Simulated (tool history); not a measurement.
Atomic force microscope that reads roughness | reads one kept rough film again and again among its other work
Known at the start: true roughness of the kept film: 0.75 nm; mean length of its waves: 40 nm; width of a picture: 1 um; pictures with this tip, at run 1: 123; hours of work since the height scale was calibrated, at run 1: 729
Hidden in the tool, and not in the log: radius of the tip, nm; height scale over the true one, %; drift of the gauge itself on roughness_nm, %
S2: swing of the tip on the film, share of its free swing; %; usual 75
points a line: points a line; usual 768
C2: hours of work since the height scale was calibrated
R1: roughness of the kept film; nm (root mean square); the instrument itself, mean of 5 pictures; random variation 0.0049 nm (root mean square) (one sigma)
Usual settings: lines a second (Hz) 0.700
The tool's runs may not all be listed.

Run 1, hour 0.0: usual settings; pictures with this tip 123; C2 729. Result: R1 0.686 nm (root mean square).
Run 2, hour 27.1: usual settings; pictures with this tip 158; C2 743. Result: R1 0.692 nm (root mean square).
Run 3, hour 47.7: usual settings; pictures with this tip 184; C2 754. Result: R1 0.685 nm (root mean square).
Run 4, hour 81.3: usual settings but lines a second (Hz) 0.857; pictures with this tip 227; C2 772. Result: R1 0.679 nm (root mean square).
At hour 101.9: new tip fitted.
Run 5, hour 113.7: usual settings; pictures with this tip 15; C2 789. Result: R1 0.703 nm (root mean square).
Run 6, hour 133.8: usual settings but points a line 693; pictures with this tip 40; C2 800. Result: R1 0.699 nm (root mean square).
Run 7, hour 149.3: usual settings; pictures with this tip 60; C2 808. Result: R1 0.696 nm (root mean square).
Run 8, hour 171.2: usual settings; pictures with this tip 88; C2 820. Result: R1 0.697 nm (root mean square).
Run 9, hour 197.1: usual settings; pictures with this tip 121; C2 834. Result: R1 0.692 nm (root mean square).
Run 10, hour 224.1: usual settings; pictures with this tip 155; C2 849. Result: R1 0.685 nm (root mean square).
Run 11, hour 256.4: usual settings; pictures with this tip 196; C2 866. Result: R1 0.685 nm (root mean square).
Run 12, hour 283.0: usual settings but lines a second (Hz) 2.789; pictures with this tip 230; C2 880. Result: R1 0.591 nm (root mean square).
At hour 299.9: new tip fitted.
Run 13, hour 307.1: usual settings but lines a second (Hz) 2.789; pictures with this tip 9; C2 893. Result: R1 0.602 nm (root mean square).
Run 14, hour 338.6: usual settings but points a line 702; pictures with this tip 50; C2 910. Result: R1 0.693 nm (root mean square).
Run 15, hour 361.3: usual settings but points a line 702; pictures with this tip 78; C2 922. Result: R1 0.686 nm (root mean square).
Run 16, hour 396.7: usual settings; pictures with this tip 124; C2 941. Result: R1 0.696 nm (root mean square).
Run 17, hour 416.2: usual settings but S2 56 %; pictures with this tip 148; C2 951. Result: R1 0.707 nm (root mean square).
Run 18, hour 448.5: usual settings but S2 56 %; pictures with this tip 190; C2 969. Result: R1 0.705 nm (root mean square).
Run 19, hour 464.0: usual settings but S2 56 %; pictures with this tip 209; C2 977. Result: R1 0.705 nm (root mean square).
Run 20, hour 491.3: usual settings but lines a second (Hz) 2.639; pictures with this tip 244; C2 992. Result: R1 0.595 nm (root mean square).
At hour 499.0: new tip fitted.
Run 21, hour 519.3: usual settings but lines a second (Hz) 2.639; pictures with this tip 26; C2 1006. Result: R1 0.608 nm (root mean square).
Run 22, hour 549.0: usual settings; pictures with this tip 64; C2 1022. Result: R1 0.694 nm (root mean square).
Run 23, hour 570.2: usual settings but points a line 349; pictures with this tip 91; C2 1034. Result: R1 0.689 nm (root mean square).
Run 24, hour 593.2: usual settings but points a line 349; pictures with this tip 120; C2 1046. Result: R1 0.685 nm (root mean square).
Run 25, hour 611.3: usual settings but lines a second (Hz) 1.056, S2 68 %, points a line 862; pictures with this tip 144; C2 1056. Result: R1 0.683 nm (root mean square).
Run 26, hour 633.0: usual settings but lines a second (Hz) 1.056, S2 68 %, points a line 998; pictures with this tip 171; C2 1067. Result: R1 0.683 nm (root mean square).
Run 27, hour 669.3: usual settings but lines a second (Hz) 0.605, S2 68 %, points a line 665; pictures with this tip 217; C2 1087. Result: R1 0.684 nm (root mean square).
At hour 698.7: new tip fitted.
Run 28, hour 704.6: usual settings but lines a second (Hz) 0.605, S2 68 %, points a line 665; pictures with this tip 8; C2 1106. Result: R1 0.710 nm (root mean square).
Run 29, hour 730.5: usual settings but lines a second (Hz) 3.451, points a line 964; pictures with this tip 41; C2 1119. Result: R1 0.586 nm (root mean square).
Run 30, hour 757.8: usual settings but lines a second (Hz) 0.743, S2 78 %, points a line 263; pictures with this tip 76; C2 1134. Result: R1 0.673 nm (root mean square).
Run 31, hour 780.3: usual settings but lines a second (Hz) 0.743, S2 65 %, points a line 291; pictures with this tip 104; C2 1146. Result: R1 0.699 nm (root mean square).
Run 32, hour 813.3: usual settings but lines a second (Hz) 1.036, S2 62 %; pictures with this tip 146; C2 1164. Result: R1 0.685 nm (root mean square).
Run 33, hour 841.7: usual settings but lines a second (Hz) 2.742, S2 70 %, points a line 566; pictures with this tip 182; C2 1179. Result: R1 0.619 nm (root mean square).
Run 34, hour 874.8: usual settings but lines a second (Hz) 0.731, S2 60 %, points a line 997; pictures with this tip 225; C2 1197. Result: R1 0.698 nm (root mean square).
Run 35, hour 890.9: usual settings but lines a second (Hz) 1.308, S2 63 %, points a line 813; pictures with this tip 245; C2 1206. Result: R1 0.672 nm (root mean square).
At hour 898.0: new tip fitted.
Run 36, hour 906.4: usual settings but lines a second (Hz) 1.308, S2 63 %, points a line 813; pictures with this tip 10; C2 1214. Result: R1 0.701 nm (root mean square).
Run 37, hour 931.2: usual settings but lines a second (Hz) 0.665, S2 88 %, points a line 663; pictures with this tip 42; C2 1227. Result: R1 0.665 nm (root mean square).
Run 38, hour 959.7: usual settings but lines a second (Hz) 2.476, S2 58 %; pictures with this tip 78; C2 1242. Result: R1 0.685 nm (root mean square).
Run 39, hour 983.0: usual settings but lines a second (Hz) 1.016, S2 56 %; pictures with this tip 108; C2 1255. Result: R1 0.694 nm (root mean square).
Run 40, hour 1009.1: usual settings but lines a second (Hz) 1.196, S2 60 %, points a line 500; pictures with this tip 141; C2 1269. Result: R1 0.700 nm (root mean square).
Run 41, hour 1030.0: usual settings but lines a second (Hz) 1.033, S2 77 %, points a line 280; pictures with this tip 168; C2 1280. Result: R1 0.655 nm (root mean square).
Run 42, hour 1054.6: usual settings but lines a second (Hz) 2.431, points a line 348; pictures with this tip 199; C2 1293. Result: R1 0.611 nm (root mean square).
Run 43, hour 1077.6: usual settings but S2 70 %, points a line 450; pictures with this tip 228; C2 1305. Result: R1 0.680 nm (root mean square).
At hour 1095.8: new tip fitted.
Run 44, hour 1099.6: usual settings but S2 70 %, points a line 450; pictures with this tip 5; C2 1317. Result: R1 0.703 nm (root mean square).
Run 45, hour 1114.9: usual settings but S2 66 %, points a line 539; pictures with this tip 24; C2 1325. Result: R1 0.711 nm (root mean square).
Run 46, hour 1146.1: usual settings but S2 66 %, points a line 539; pictures with this tip 64; C2 1342. Result: R1 0.707 nm (root mean square).

Forecast each of these 3 alternatives for the next run:
Run A, hour 1170.0: usual settings but lines a second (Hz) 2.037, S2 66 %, points a line 260; pictures with this tip 95; C2 1355. Result: R1 ?.
Run B, hour 1170.0: usual settings but S2 67 %, points a line 539; pictures with this tip 95; C2 1355. Result: R1 ?.
Run C, hour 1170.0: usual settings but lines a second (Hz) 1.192, S2 74 %, points a line 389; pictures with this tip 95; C2 1355. Result: R1 ?.

run     R1
  A  0.657
  B  0.701
  C  0.669
Without the tool's hidden state the same runs would have given:
run     R1
  A  0.675
  B  0.721
  C  0.687

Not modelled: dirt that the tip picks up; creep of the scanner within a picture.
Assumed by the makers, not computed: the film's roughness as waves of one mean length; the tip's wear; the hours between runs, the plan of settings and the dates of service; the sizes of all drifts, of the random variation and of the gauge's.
